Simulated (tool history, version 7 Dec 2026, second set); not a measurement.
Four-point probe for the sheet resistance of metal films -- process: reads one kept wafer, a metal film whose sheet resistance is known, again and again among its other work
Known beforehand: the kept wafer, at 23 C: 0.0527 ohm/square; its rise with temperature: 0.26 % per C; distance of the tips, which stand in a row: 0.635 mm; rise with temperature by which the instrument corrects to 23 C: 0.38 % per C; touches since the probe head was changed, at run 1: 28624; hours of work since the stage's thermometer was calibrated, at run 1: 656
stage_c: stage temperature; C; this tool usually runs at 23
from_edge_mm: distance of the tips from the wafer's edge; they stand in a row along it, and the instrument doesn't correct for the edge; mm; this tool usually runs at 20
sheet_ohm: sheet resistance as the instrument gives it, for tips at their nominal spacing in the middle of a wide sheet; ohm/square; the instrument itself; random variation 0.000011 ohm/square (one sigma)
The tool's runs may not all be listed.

run	day	stage_c	from_edge_mm	touches since the probe head was changed	hours of work since the stage's thermometer was calibrated	sheet_ohm
1	0.000	23	20	28624	656	0.052490
2	0.958	23	20	29320	668	0.052485
3	1.817	18	20	29941	679	0.052797
4	2.425	18	20	30385	686	0.052820
5	2.962	18	28	30772	693	0.052788
6	3.996	18	28	31522	705	0.052778
7	4.717	18	28	32046	714	0.052786
8	5.412	23	34	32552	723	0.052459
9	6.417	23	34	33282	735	0.052462
10	6.846	23	34	33591	741	0.052452
11	7.400	23	34	33996	747	0.052451
12	8.183	23	20	34562	757	0.052451
13	9.058	23	20	35197	768	0.052459
14	9.700	34	20	35664	776	0.051792
15	10.138	29	20	35980	781	0.052067
16	10.683	23	20	36377	788	0.052471
17	11.483	23	20	36959	798	0.052458
18	12.108	23	20	37411	805	0.052461
19	13.096	23	12	38128	817	0.052497
20	13.958	22	20	38755	828	0.052536
21	14.779	22	20	39350	838	0.052491
22	15.600	23	18	39947	848	0.052456
23	16.025	23	18	40253	853	0.052444
24	16.996	23	3	40957	865	0.053660
25	18.000	26	53	41687	878	0.052255
26	18.517	23	48	42063	884	0.052417
27	19.471	24	10	42754	896	0.052456
28	20.492	25	13	43496	908	0.052362
29	20.979	25	13	43851	914	0.052361
30	21.658	26	5	44343	922	0.052669
31	22.671	24	20	45077	935	0.052358
32	23.200	21	61	45461	941	0.052517
33	24.058	25	27	46085	952	0.052288
34	24.842	34	20	46651	962	0.051754
35	25.346	31	20	47019	968	0.051923
36	26.271	31	15	47691	979	0.051949
37	27.221	31	15	48379	991	0.051960
38	27.858	31	15	48843	999	0.051940
39	28.321	31	15	49178	1004	0.051963
40	28.921	31	15	49615	1012	0.051941
41	29.567	31	15	50083	1020	0.051931
42	30.112	26	40	50478	1026	0.052217
43	30.750	26	17	50940	1034	0.052239
44	31.458	26	17	51456	1043	0.052236

Forecast each of these 4 alternatives for the next run:
A	32.225	28	39	52012	1052	?
B	32.225	32	3	52012	1052	?
C	32.225	31	6	52012	1052	?
D	32.225	29	70	52012	1052	?

run	sheet_ohm
A	0.052074
B	0.053048
C	0.052194
D	0.051996
Take away the tool's hidden state, keep each run's random variation, and the runs would have read:
run	sheet_ohm
A	0.052393
B	0.053372
C	0.052514
D	0.052315

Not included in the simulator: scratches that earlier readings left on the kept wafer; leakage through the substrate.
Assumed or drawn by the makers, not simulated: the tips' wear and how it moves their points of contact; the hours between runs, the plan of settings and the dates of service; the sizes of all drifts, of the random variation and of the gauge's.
